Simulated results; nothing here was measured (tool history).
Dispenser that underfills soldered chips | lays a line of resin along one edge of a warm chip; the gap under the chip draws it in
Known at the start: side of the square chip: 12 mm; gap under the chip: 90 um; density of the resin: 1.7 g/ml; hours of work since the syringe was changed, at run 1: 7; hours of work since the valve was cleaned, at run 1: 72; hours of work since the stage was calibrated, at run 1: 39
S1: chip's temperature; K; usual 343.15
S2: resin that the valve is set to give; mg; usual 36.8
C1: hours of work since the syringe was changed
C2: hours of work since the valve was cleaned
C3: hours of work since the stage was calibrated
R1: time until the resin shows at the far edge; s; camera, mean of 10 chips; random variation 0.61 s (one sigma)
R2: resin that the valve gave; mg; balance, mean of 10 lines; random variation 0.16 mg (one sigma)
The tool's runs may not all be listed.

run,hour,S1,S2,C1,C2,C3,R1,R2
1,0,343.15,36.8,7,72,39,71.6,34.21
# hour 4: new syringe of resin
2,4.2,343.15,36.8,0,75,42,52.6,34.33
3,8.9,343.15,36.8,3,78,45,59.4,34.25
4,14,343.15,36.8,6,81,48,68.6,34.03
# hour 18.9: new syringe of resin
5,20.4,343.15,36.8,1,85,52,55.1,33.94
6,26.5,343.15,31.5,5,89,56,66.8,29.21
7,30.8,343.15,31.5,8,91,58,74.6,29.07
# hour 33.8: new syringe of resin
8,35.9,343.15,31.5,1,94,61,58,28.84
9,44.2,343.15,31.5,7,100,66,71.5,28.92
# hour 48.7: new syringe of resin
10,51,343.15,31.5,1,104,71,57.2,28.61
11,58,343.15,31.5,6,108,75,69.6,28.72
# hour 63.6: new syringe of resin
12,65.6,343.15,31.5,1,113,80,57.8,28.6
13,72.9,351.15,39.6,6,117,84,51.1,35.59
14,76.7,356.15,43.6,8,120,87,47.3,39.03
# hour 78.5: new syringe of resin
15,82.3,356.15,43.6,2,123,90,37.3,38.72
# hour 84.9: dispensing valve cleaned and set on the balance
16,88.4,356.15,43.6,6,2,93,42.9,43.45
# hour 94.4: new syringe of resin
17,95.1,356.15,43.6,0,6,97,34,43.47
18,103.1,341.15,35.6,6,11,102,70.4,35.31

Run 19 comes next. What will it give?
19,107,341.15,35.6,8,14,105,?,?

Run 19 gave R1 75.8 s, R2 35.51 mg.
Without the tool's hidden state the same run would have given R1 56.2 s, R2 35.91 mg.
